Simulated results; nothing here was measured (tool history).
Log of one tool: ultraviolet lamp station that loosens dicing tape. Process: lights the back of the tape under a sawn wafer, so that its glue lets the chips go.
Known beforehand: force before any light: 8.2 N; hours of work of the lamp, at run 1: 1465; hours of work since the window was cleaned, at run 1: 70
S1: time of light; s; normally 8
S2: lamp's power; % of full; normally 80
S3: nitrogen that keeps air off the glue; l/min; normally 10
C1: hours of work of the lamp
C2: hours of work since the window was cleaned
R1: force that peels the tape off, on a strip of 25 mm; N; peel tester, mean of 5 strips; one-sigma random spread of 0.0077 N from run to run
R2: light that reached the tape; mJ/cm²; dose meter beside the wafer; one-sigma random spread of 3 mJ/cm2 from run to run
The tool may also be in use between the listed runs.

run 1 hour=0.0 | S1=8 S2=80 S3=10 | C1=1465 C2=70 | R1=0.510 R2=345
run 2 hour=42.3 | S1=8 S2=80 S3=10 | C1=1487 C2=93 | R1=0.512 R2=344
run 3 hour=97.5 | S1=8 S2=80 S3=10 | C1=1517 C2=122 | R1=0.536 R2=338
run 4 hour=164.9 | S1=8 S2=80 S3=9 | C1=1553 C2=158 | R1=0.649 R2=331
run 5 hour=213.7 | S1=8 S2=80 S3=9 | C1=1579 C2=184 | R1=0.645 R2=323
-- hour=247.7 window cleaned of glue's vapour
run 6 hour=247.7 | S1=8 S2=80 S3=10 | C1=1596 C2=0 | R1=0.635 R2=312
run 7 hour=290.4 | S1=8 S2=82 S3=10 | C1=1619 C2=23 | R1=0.641 R2=313
run 8 hour=360.8 | S1=8 S2=80 S3=10 | C1=1657 C2=60 | R1=0.707 R2=301
run 9 hour=424.9 | S1=5 S2=80 S3=10 | C1=1691 C2=94 | R1=1.744 R2=184
-- hour=462.6 window cleaned of glue's vapour, once more
run 10 hour=484.8 | S1=5 S2=80 S3=10 | C1=1722 C2=12 | R1=1.383 R2=214
run 11 hour=543.6 | S1=8 S2=80 S3=10 | C1=1754 C2=43 | R1=0.532 R2=340
run 12 hour=592.1 | S1=8 S2=80 S3=10 | C1=1779 C2=69 | R1=0.554 R2=330
-- hour=616.8 lamp changed
run 13 hour=657.2 | S1=8 S2=80 S3=10 | C1=22 C2=103 | R1=0.327 R2=414
run 14 hour=728.6 | S1=8 S2=80 S3=10 | C1=60 C2=141 | R1=0.368 R2=412
run 15 hour=794.5 | S1=8 S2=98 S3=10 | C1=95 C2=176 | R1=0.236 R2=488
-- hour=842.9 window cleaned of glue's vapour
run 16 hour=856.5 | S1=8 S2=98 S3=10 | C1=127 C2=7 | R1=0.210 R2=518
run 17 hour=908.8 | S1=8 S2=98 S3=10 | C1=155 C2=35 | R1=0.214 R2=515
run 18 hour=940.8 | S1=8 S2=98 S3=10 | C1=172 C2=52 | R1=0.214 R2=511
run 19 hour=985.1 | S1=8 S2=69 S3=10 | C1=196 C2=76 | R1=0.486 R2=355
run 20 hour=1039.6 | S1=8 S2=69 S3=10 | C1=225 C2=105 | R1=0.483 R2=347
run 21 hour=1096.9 | S1=8 S2=80 S3=10 | C1=255 C2=135 | R1=0.358 R2=397
run 22 hour=1139.6 | S1=8 S2=80 S3=10 | C1=278 C2=158 | R1=0.379 R2=391
run 23 hour=1196.8 | S1=14 S2=80 S3=10 | C1=308 C2=188 | R1=0.145 R2=678
-- hour=1223.0 window cleaned of glue's vapour
run 24 hour=1238.4 | S1=14 S2=80 S3=10 | C1=330 C2=8 | R1=0.145 R2=729
run 25 hour=1304.8 | S1=8 S2=89 S3=10 | C1=366 C2=44 | R1=0.287 R2=455
run 26 hour=1335.8 | S1=4 S2=66 S3=10 | C1=382 C2=60 | R1=1.952 R2=165
run 27 hour=1390.8 | S1=4 S2=66 S3=4 | C1=411 C2=89 | R1=3.034 R2=162
run 28 hour=1447.9 | S1=4 S2=66 S3=4 | C1=442 C2=120 | R1=3.140 R2=159
run 29 hour=1478.3 | S1=11 S2=91 S3=7 | C1=458 C2=136 | R1=0.197 R2=598
run 30 hour=1545.5 | S1=11 S2=91 S3=7 | C1=494 C2=172 | R1=0.213 R2=592
run 31 hour=1580.4 | S1=4 S2=80 S3=4 | C1=512 C2=190 | R1=2.654 R2=187
-- hour=1604.1 window cleaned of glue's vapour
run 32 hour=1633.2 | S1=12 S2=78 S3=4 | C1=540 C2=15 | R1=0.338 R2=592
run 33 hour=1694.1 | S1=7 S2=96 S3=7 | C1=573 C2=48 | R1=0.458 R2=420
run 34 hour=1730.5 | S1=7 S2=67 S3=10 | C1=592 C2=67 | R1=0.768 R2=288
run 35 hour=1794.0 | S1=7 S2=67 S3=10 | C1=626 C2=101 | R1=0.770 R2=281
run 36 hour=1843.9 | S1=8 S2=78 S3=8 | C1=652 C2=128 | R1=0.526 R2=373
run 37 hour=1881.4 | S1=12 S2=78 S3=4 | C1=672 C2=148 | R1=0.400 R2=552
run 38 hour=1932.9 | S1=12 S2=78 S3=4 | C1=700 C2=175 | R1=0.423 R2=538
run 39 hour=1967.0 | S1=12 S2=78 S3=4 | C1=718 C2=193 | R1=0.433 R2=534
-- hour=1983.5 window cleaned of glue's vapour
run 40 hour=2019.2 | S1=12 S2=68 S3=11 | C1=745 C2=19 | R1=0.205 R2=511
run 41 hour=2077.9 | S1=10 S2=92 S3=10 | C1=777 C2=50 | R1=0.177 R2=559
run 42 hour=2122.9 | S1=10 S2=84 S3=5 | C1=801 C2=74 | R1=0.399 R2=509

Branching from run 42: 5 alternative next runs. What would each branch give?
run A hour=2175.9 | S1=7 S2=84 S3=18 | C1=829 C2=102 | R1=? R2=?
run B hour=2175.9 | S1=10 S2=84 S3=5 | C1=829 C2=102 | R1=? R2=?
run C hour=2175.9 | S1=15 S2=75 S3=3 | C1=829 C2=102 | R1=? R2=?
run D hour=2175.9 | S1=8 S2=80 S3=10 | C1=829 C2=102 | R1=? R2=?
run E hour=2175.9 | S1=9 S2=61 S3=10 | C1=829 C2=102 | R1=? R2=?

run=A R1=0.333 R2=349
run=B R1=0.422 R2=499
run=C R1=0.350 R2=664
run=D R1=0.416 R2=376
run=E R1=0.603 R2=329
The same runs, with their run-to-run variation unchanged, on a tool lacking any hidden condition would have given:
run=A R1=0.243 R2=405
run=B R1=0.301 R2=578
run=C R1=0.250 R2=770
run=D R1=0.299 R2=436
run=E R1=0.428 R2=381
